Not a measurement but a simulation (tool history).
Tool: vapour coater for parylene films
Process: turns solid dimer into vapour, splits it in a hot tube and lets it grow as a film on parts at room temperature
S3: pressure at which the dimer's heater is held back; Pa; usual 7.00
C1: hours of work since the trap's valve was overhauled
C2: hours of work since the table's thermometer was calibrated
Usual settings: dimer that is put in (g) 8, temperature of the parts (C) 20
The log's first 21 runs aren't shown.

run 22 hour=273.1 | dimer_that_is_put_in_(g)=3 temperature_of_the_parts_(C)=12 S3=7.00 | C1=185 C2=114 | thickness_of_the_film_(nm)=1980
run 23 hour=284.3 | dimer_that_is_put_in_(g)=6 temperature_of_the_parts_(C)=12 S3=2.53 | C1=190 C2=119 | thickness_of_the_film_(nm)=4210
run 24 hour=294.7 | dimer_that_is_put_in_(g)=8 temperature_of_the_parts_(C)=15 S3=5.24 | C1=194 C2=123 | thickness_of_the_film_(nm)=4800
run 25 hour=307.3 | dimer_that_is_put_in_(g)=6 temperature_of_the_parts_(C)=17 S3=7.00 | C1=200 C2=129 | thickness_of_the_film_(nm)=3310
run 26 hour=319.7 | dimer_that_is_put_in_(g)=8 temperature_of_the_parts_(C)=23 S3=5.27 | C1=205 C2=134 | thickness_of_the_film_(nm)=3710
run 27 hour=329.9 | dimer_that_is_put_in_(g)=8 temperature_of_the_parts_(C)=23 S3=5.27 | C1=209 C2=138 | thickness_of_the_film_(nm)=3600
run 28 hour=339.2 | dimer_that_is_put_in_(g)=8 temperature_of_the_parts_(C)=32 S3=8.47 | C1=213 C2=142 | thickness_of_the_film_(nm)=2610
run 29 hour=351.9 | dimer_that_is_put_in_(g)=8 temperature_of_the_parts_(C)=32 S3=8.47 | C1=218 C2=147 | thickness_of_the_film_(nm)=2640
run 30 hour=368.6 | dimer_that_is_put_in_(g)=8 temperature_of_the_parts_(C)=15 S3=8.47 | C1=225 C2=154 | thickness_of_the_film_(nm)=4640
run 31 hour=376.3 | dimer_that_is_put_in_(g)=8 temperature_of_the_parts_(C)=15 S3=8.47 | C1=228 C2=157 | thickness_of_the_film_(nm)=4640
run 32 hour=385.6 | dimer_that_is_put_in_(g)=8 temperature_of_the_parts_(C)=29 S3=2.33 | C1=232 C2=161 | thickness_of_the_film_(nm)=3070
run 33 hour=395.4 | dimer_that_is_put_in_(g)=12 temperature_of_the_parts_(C)=16 S3=3.21 | C1=236 C2=165 | thickness_of_the_film_(nm)=7180
run 34 hour=410.7 | dimer_that_is_put_in_(g)=10 temperature_of_the_parts_(C)=20 S3=3.48 | C1=243 C2=172 | thickness_of_the_film_(nm)=5160
run 35 hour=420.1 | dimer_that_is_put_in_(g)=10 temperature_of_the_parts_(C)=20 S3=3.48 | C1=247 C2=176 | thickness_of_the_film_(nm)=5150
run 36 hour=429.0 | dimer_that_is_put_in_(g)=10 temperature_of_the_parts_(C)=14 S3=3.48 | C1=250 C2=179 | thickness_of_the_film_(nm)=6320
run 37 hour=442.3 | dimer_that_is_put_in_(g)=4 temperature_of_the_parts_(C)=24 S3=3.48 | C1=256 C2=185 | thickness_of_the_film_(nm)=1780
run 38 hour=452.8 | dimer_that_is_put_in_(g)=4 temperature_of_the_parts_(C)=24 S3=3.48 | C1=260 C2=189 | thickness_of_the_film_(nm)=1850
run 39 hour=462.3 | dimer_that_is_put_in_(g)=4 temperature_of_the_parts_(C)=24 S3=3.48 | C1=264 C2=193 | thickness_of_the_film_(nm)=1850
run 40 hour=476.5 | dimer_that_is_put_in_(g)=4 temperature_of_the_parts_(C)=24 S3=3.48 | C1=270 C2=199 | thickness_of_the_film_(nm)=1780

Forecast each of these 3 alternatives for the next run:
run A hour=489.9 | dimer_that_is_put_in_(g)=6 temperature_of_the_parts_(C)=20 S3=10.65 | C1=276 C2=205 | thickness_of_the_film_(nm)=?
run B hour=489.9 | dimer_that_is_put_in_(g)=4 temperature_of_the_parts_(C)=31 S3=10.56 | C1=276 C2=205 | thickness_of_the_film_(nm)=?
run C hour=489.9 | dimer_that_is_put_in_(g)=12 temperature_of_the_parts_(C)=24 S3=3.48 | C1=276 C2=205 | thickness_of_the_film_(nm)=?

run=A thickness_of_the_film_(nm)=2850
run=B thickness_of_the_film_(nm)=1300
run=C thickness_of_the_film_(nm)=5290
Without the tool's hidden state the same runs would have given:
run=A thickness_of_the_film_(nm)=3060
run=B thickness_of_the_film_(nm)=1390
run=C thickness_of_the_film_(nm)=5690
